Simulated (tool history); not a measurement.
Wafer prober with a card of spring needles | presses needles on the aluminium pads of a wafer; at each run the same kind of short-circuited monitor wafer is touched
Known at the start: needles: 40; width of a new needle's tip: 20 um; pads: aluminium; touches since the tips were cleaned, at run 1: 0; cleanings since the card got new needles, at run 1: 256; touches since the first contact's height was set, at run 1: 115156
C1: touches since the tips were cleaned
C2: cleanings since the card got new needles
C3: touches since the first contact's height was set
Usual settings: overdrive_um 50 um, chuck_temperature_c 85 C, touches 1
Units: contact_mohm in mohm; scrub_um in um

run 1 hour=0.0 | overdrive_um=50 chuck_temperature_c=85 touches=1 | C1=0 C2=256 C3=115156 | contact_mohm=200 scrub_um=6.35
-- hour=4.4 tips cleaned on abrasive film
-- hour=5.6 height of the first contact set anew
-- hour=8.3 tips cleaned on abrasive film
-- hour=12.8 tips cleaned on abrasive film
-- hour=17.2 tips cleaned on abrasive film
-- hour=20.8 tips cleaned on abrasive film
-- hour=25.2 tips cleaned on abrasive film
-- hour=29.7 tips cleaned on abrasive film
-- hour=34.1 tips cleaned on abrasive film
-- hour=38.6 tips cleaned on abrasive film
-- hour=43.0 tips cleaned on abrasive film
-- hour=47.4 tips cleaned on abrasive film
-- hour=51.9 tips cleaned on abrasive film
-- hour=56.3 tips cleaned on abrasive film
-- hour=59.9 tips cleaned on abrasive film
run 2 hour=60.2 | overdrive_um=50 chuck_temperature_c=85 touches=1 | C1=154 C2=270 C3=29438 | contact_mohm=196 scrub_um=6.37
-- hour=63.8 tips cleaned on abrasive film
-- hour=68.2 tips cleaned on abrasive film
-- hour=72.6 tips cleaned on abrasive film
-- hour=77.1 tips cleaned on abrasive film
-- hour=81.5 tips cleaned on abrasive film
-- hour=86.0 tips cleaned on abrasive film
-- hour=90.4 tips cleaned on abrasive film
-- hour=94.9 tips cleaned on abrasive film
-- hour=98.4 tips cleaned on abrasive film
-- hour=102.9 tips cleaned on abrasive film
-- hour=107.3 tips cleaned on abrasive film
-- hour=111.8 tips cleaned on abrasive film
-- hour=115.3 tips cleaned on abrasive film
run 3 hour=115.5 | overdrive_um=50 chuck_temperature_c=85 touches=1 | C1=70 C2=283 C3=59274 | contact_mohm=196 scrub_um=6.38
-- hour=119.0 tips cleaned on abrasive film
-- hour=123.5 tips cleaned on abrasive film
-- hour=127.9 tips cleaned on abrasive film
-- hour=132.4 tips cleaned on abrasive film
-- hour=136.0 tips cleaned on abrasive film
-- hour=140.4 tips cleaned on abrasive film
-- hour=144.8 tips cleaned on abrasive film
-- hour=149.3 tips cleaned on abrasive film
-- hour=153.7 tips cleaned on abrasive film
-- hour=157.3 tips cleaned on abrasive film
-- hour=161.7 tips cleaned on abrasive film
-- hour=166.2 tips cleaned on abrasive film
-- hour=170.6 tips cleaned on abrasive film
-- hour=174.2 tips cleaned on abrasive film
run 4 hour=175.7 | overdrive_um=50 chuck_temperature_c=44 touches=1 | C1=830 C2=297 C3=91794 | contact_mohm=191 scrub_um=6.36
-- hour=178.4 tips cleaned on abrasive film
-- hour=182.9 tips cleaned on abrasive film
-- hour=187.3 tips cleaned on abrasive film
-- hour=190.9 tips cleaned on abrasive film
-- hour=195.3 tips cleaned on abrasive film
-- hour=199.8 tips cleaned on abrasive film
-- hour=204.2 tips cleaned on abrasive film
-- hour=208.6 tips cleaned on abrasive film
-- hour=213.1 tips cleaned on abrasive film
-- hour=217.5 tips cleaned on abrasive film
-- hour=221.1 tips cleaned on abrasive film
run 5 hour=222.9 | overdrive_um=50 chuck_temperature_c=44 touches=1 | C1=1009 C2=308 C3=117286 | contact_mohm=191 scrub_um=6.34
-- hour=224.8 tips cleaned on abrasive film
-- hour=225.1 height of the first contact set anew
-- hour=229.5 tips cleaned on abrasive film
-- hour=241.5 card fitted with new needles
-- hour=245.1 tips cleaned on abrasive film
-- hour=249.5 tips cleaned on abrasive film
-- hour=254.0 tips cleaned on abrasive film
-- hour=258.4 tips cleaned on abrasive film
-- hour=262.9 tips cleaned on abrasive film
-- hour=266.4 tips cleaned on abrasive film
-- hour=270.9 tips cleaned on abrasive film
-- hour=274.5 tips cleaned on abrasive film
-- hour=278.9 tips cleaned on abrasive film
-- hour=283.3 tips cleaned on abrasive film
-- hour=287.8 tips cleaned on abrasive film
-- hour=291.4 tips cleaned on abrasive film
-- hour=295.8 tips cleaned on abrasive film
-- hour=300.2 tips cleaned on abrasive film
run 6 hour=300.8 | overdrive_um=50 chuck_temperature_c=85 touches=1 | C1=322 C2=14 C3=32007 | contact_mohm=200 scrub_um=6.34
-- hour=304.4 tips cleaned on abrasive film
-- hour=308.8 tips cleaned on abrasive film
-- hour=313.3 tips cleaned on abrasive film
-- hour=317.7 tips cleaned on abrasive film
-- hour=322.2 tips cleaned on abrasive film
-- hour=325.7 tips cleaned on abrasive film
-- hour=330.2 tips cleaned on abrasive film
-- hour=334.6 tips cleaned on abrasive film
-- hour=339.1 tips cleaned on abrasive film
-- hour=343.5 tips cleaned on abrasive film
-- hour=348.0 tips cleaned on abrasive film
-- hour=352.4 tips cleaned on abrasive film
-- hour=356.9 tips cleaned on abrasive film
-- hour=361.3 tips cleaned on abrasive film
-- hour=364.9 tips cleaned on abrasive film
-- hour=369.3 tips cleaned on abrasive film
-- hour=373.8 tips cleaned on abrasive film
-- hour=378.2 tips cleaned on abrasive film
-- hour=382.6 tips cleaned on abrasive film
-- hour=387.1 tips cleaned on abrasive film
run 7 hour=388.2 | overdrive_um=50 chuck_temperature_c=85 touches=1 | C1=624 C2=34 C3=79196 | contact_mohm=204 scrub_um=6.38
-- hour=390.9 tips cleaned on abrasive film
-- hour=395.4 tips cleaned on abrasive film
-- hour=399.8 tips cleaned on abrasive film
-- hour=404.2 tips cleaned on abrasive film
-- hour=408.7 tips cleaned on abrasive film
-- hour=413.1 tips cleaned on abrasive film
-- hour=417.6 tips cleaned on abrasive film
-- hour=422.0 tips cleaned on abrasive film
-- hour=426.5 tips cleaned on abrasive film
-- hour=430.9 tips cleaned on abrasive film
-- hour=434.8 tips cleaned on abrasive film
run 8 hour=434.8 | overdrive_um=52 chuck_temperature_c=85 touches=1 | C1=0 C2=45 C3=104361 | contact_mohm=195 scrub_um=6.58
-- hour=439.3 tips cleaned on abrasive film
-- hour=443.7 tips cleaned on abrasive film
-- hour=447.3 tips cleaned on abrasive film
-- hour=451.8 tips cleaned on abrasive film
-- hour=456.2 tips cleaned on abrasive film
-- hour=460.6 tips cleaned on abrasive film
-- hour=460.9 height of the first contact set anew
-- hour=465.4 tips cleaned on abrasive film
-- hour=469.0 tips cleaned on abrasive film
-- hour=473.4 tips cleaned on abrasive film
-- hour=477.8 tips cleaned on abrasive film
-- hour=482.3 tips cleaned on abrasive film
-- hour=485.9 tips cleaned on abrasive film
-- hour=490.3 tips cleaned on abrasive film
-- hour=494.7 tips cleaned on abrasive film
-- hour=499.2 tips cleaned on abrasive film
-- hour=502.8 tips cleaned on abrasive film
-- hour=507.2 tips cleaned on abrasive film
-- hour=510.8 tips cleaned on abrasive film
-- hour=515.2 tips cleaned on abrasive film
-- hour=519.7 tips cleaned on abrasive film
-- hour=524.1 tips cleaned on abrasive film
run 9 hour=524.2 | overdrive_um=50 chuck_temperature_c=85 touches=2 | C1=43 C2=66 C3=34127 | contact_mohm=202 scrub_um=6.37
-- hour=527.7 tips cleaned on abrasive film
-- hour=531.3 tips cleaned on abrasive film
-- hour=535.8 tips cleaned on abrasive film
-- hour=539.3 tips cleaned on abrasive film
-- hour=543.8 tips cleaned on abrasive film
-- hour=548.2 tips cleaned on abrasive film
-- hour=552.7 tips cleaned on abrasive film
-- hour=557.1 tips cleaned on abrasive film
-- hour=561.6 tips cleaned on abrasive film
-- hour=566.0 tips cleaned on abrasive film
-- hour=570.4 tips cleaned on abrasive film
-- hour=574.9 tips cleaned on abrasive film
-- hour=578.5 tips cleaned on abrasive film
run 10 hour=578.7 | overdrive_um=47 chuck_temperature_c=85 touches=2 | C1=155 C2=79 C3=63558 | contact_mohm=200 scrub_um=5.96
-- hour=582.3 tips cleaned on abrasive film
-- hour=585.9 tips cleaned on abrasive film
-- hour=590.3 tips cleaned on abrasive film
-- hour=594.8 tips cleaned on abrasive film
-- hour=598.4 tips cleaned on abrasive film
-- hour=602.8 tips cleaned on abrasive film
-- hour=607.2 tips cleaned on abrasive film
-- hour=610.8 tips cleaned on abrasive film
-- hour=615.3 tips cleaned on abrasive film
run 11 hour=617.9 | overdrive_um=47 chuck_temperature_c=85 touches=2 | C1=1468 C2=88 C3=84710 | contact_mohm=204 scrub_um=5.96
-- hour=618.9 tips cleaned on abrasive film
-- hour=622.5 tips cleaned on abrasive film
-- hour=626.9 tips cleaned on abrasive film
-- hour=631.4 tips cleaned on abrasive film
-- hour=634.9 tips cleaned on abrasive film
-- hour=639.4 tips cleaned on abrasive film
-- hour=642.9 tips cleaned on abrasive film
-- hour=647.4 tips cleaned on abrasive film
-- hour=651.8 tips cleaned on abrasive film
-- hour=656.3 tips cleaned on abrasive film
-- hour=660.7 tips cleaned on abrasive film
-- hour=664.3 tips cleaned on abrasive film
-- hour=668.7 tips cleaned on abrasive film
-- hour=673.2 tips cleaned on abrasive film
run 12 hour=674.3 | overdrive_um=30 chuck_temperature_c=38 touches=2 | C1=635 C2=102 C3=115114 | contact_mohm=202 scrub_um=3.75
-- hour=677.0 tips cleaned on abrasive film
-- hour=680.8 height of the first contact set anew
-- hour=681.8 tips cleaned on abrasive film
-- hour=685.4 tips cleaned on abrasive film
-- hour=689.8 tips cleaned on abrasive film
-- hour=693.4 tips cleaned on abrasive film
-- hour=697.8 tips cleaned on abrasive film
-- hour=702.3 tips cleaned on abrasive film
-- hour=706.7 tips cleaned on abrasive film
-- hour=711.1 tips cleaned on abrasive film
-- hour=715.6 tips cleaned on abrasive film
-- hour=720.0 tips cleaned on abrasive film
-- hour=723.6 tips cleaned on abrasive film
-- hour=728.0 tips cleaned on abrasive film
-- hour=732.5 tips cleaned on abrasive film
-- hour=736.9 tips cleaned on abrasive film
-- hour=741.4 tips cleaned on abrasive film
-- hour=745.8 tips cleaned on abrasive film
-- hour=749.4 tips cleaned on abrasive film
-- hour=753.8 tips cleaned on abrasive film
run 13 hour=754.3 | overdrive_um=59 chuck_temperature_c=89 touches=3 | C1=242 C2=121 C3=39608 | contact_mohm=198 scrub_um=7.51
-- hour=757.9 tips cleaned on abrasive film
-- hour=761.4 tips cleaned on abrasive film
-- hour=765.9 tips cleaned on abrasive film
-- hour=769.4 tips cleaned on abrasive film
-- hour=773.9 tips cleaned on abrasive film
-- hour=777.5 tips cleaned on abrasive film
-- hour=781.9 tips cleaned on abrasive film
-- hour=786.4 tips cleaned on abrasive film
-- hour=790.8 tips cleaned on abrasive film
-- hour=795.2 tips cleaned on abrasive film
-- hour=799.7 tips cleaned on abrasive film
-- hour=804.1 tips cleaned on abrasive film
run 14 hour=804.8 | overdrive_um=59 chuck_temperature_c=89 touches=3 | C1=365 C2=133 C3=66857 | contact_mohm=196 scrub_um=7.42

3 ways to go on from here, each from the tool as it stands after run 14. What would each give?
-- hour=808.4 tips cleaned on abrasive film
-- hour=812.8 tips cleaned on abrasive film
-- hour=817.2 tips cleaned on abrasive film
-- hour=821.7 tips cleaned on abrasive film
-- hour=825.3 tips cleaned on abrasive film
-- hour=828.8 tips cleaned on abrasive film
-- hour=833.3 tips cleaned on abrasive film
-- hour=837.7 tips cleaned on abrasive film
-- hour=841.3 tips cleaned on abrasive film
-- hour=845.7 tips cleaned on abrasive film
-- hour=849.3 tips cleaned on abrasive film
-- hour=853.8 tips cleaned on abrasive film
-- hour=857.3 tips cleaned on abrasive film
-- hour=861.8 tips cleaned on abrasive film
run A hour=864.6 | overdrive_um=48 chuck_temperature_c=49 touches=1 | C1=1586 C2=147 C3=99167 | contact_mohm=? scrub_um=?
-- hour=808.4 tips cleaned on abrasive film
-- hour=812.8 tips cleaned on abrasive film
-- hour=817.2 tips cleaned on abrasive film
-- hour=821.7 tips cleaned on abrasive film
-- hour=825.3 tips cleaned on abrasive film
-- hour=828.8 tips cleaned on abrasive film
-- hour=833.3 tips cleaned on abrasive film
-- hour=837.7 tips cleaned on abrasive film
-- hour=841.3 tips cleaned on abrasive film
-- hour=845.7 tips cleaned on abrasive film
-- hour=849.3 tips cleaned on abrasive film
-- hour=853.8 tips cleaned on abrasive film
-- hour=857.3 tips cleaned on abrasive film
-- hour=861.8 tips cleaned on abrasive film
run B hour=864.6 | overdrive_um=54 chuck_temperature_c=85 touches=1 | C1=1586 C2=147 C3=99167 | contact_mohm=? scrub_um=?
-- hour=808.4 tips cleaned on abrasive film
-- hour=812.8 tips cleaned on abrasive film
-- hour=817.2 tips cleaned on abrasive film
-- hour=821.7 tips cleaned on abrasive film
-- hour=825.3 tips cleaned on abrasive film
-- hour=828.8 tips cleaned on abrasive film
-- hour=833.3 tips cleaned on abrasive film
-- hour=837.7 tips cleaned on abrasive film
-- hour=841.3 tips cleaned on abrasive film
-- hour=845.7 tips cleaned on abrasive film
-- hour=849.3 tips cleaned on abrasive film
-- hour=853.8 tips cleaned on abrasive film
-- hour=857.3 tips cleaned on abrasive film
-- hour=861.8 tips cleaned on abrasive film
run C hour=864.6 | overdrive_um=38 chuck_temperature_c=78 touches=2 | C1=1586 C2=147 C3=99167 | contact_mohm=? scrub_um=?

run=A contact_mohm=193 scrub_um=6.13
run=B contact_mohm=199 scrub_um=6.84
run=C contact_mohm=207 scrub_um=4.82
Without the tool's hidden state the same runs would have given:
run=A contact_mohm=193 scrub_um=6.13
run=B contact_mohm=199 scrub_um=6.84
run=C contact_mohm=206 scrub_um=4.82
